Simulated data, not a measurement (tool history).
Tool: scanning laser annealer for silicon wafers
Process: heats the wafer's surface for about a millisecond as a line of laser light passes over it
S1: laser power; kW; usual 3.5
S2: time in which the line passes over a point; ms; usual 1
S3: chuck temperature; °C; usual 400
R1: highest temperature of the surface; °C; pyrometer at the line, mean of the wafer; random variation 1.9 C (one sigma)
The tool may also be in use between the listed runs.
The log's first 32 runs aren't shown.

run	hour	S1	S2	S3	R1
33	874.8	3.472	1	385	1208
34	900.8	3.472	1	440	1259
35	922.6	3.548	1	406	1247
36	939.9	3.548	1	406	1245
37	961.5	3.5	0.84	400	1156
38	999.1	3.5	1.2	362	1271
39	1016	3.5	1.2	362	1270
40	1052.9	3.5	0.72	407	1104
41	1081.7	3.097	0.81	400	1045

Forecast each of these 3 alternatives for the next run:
A	1100.4	3.097	1.15	400	?
B	1100.4	3.5	1.08	400	?
C	1100.4	3.599	0.95	426	?

run	R1
A	1171
B	1254
C	1248
Without the tool's hidden state the same runs would have given:
run	R1
A	1192
B	1277
C	1270
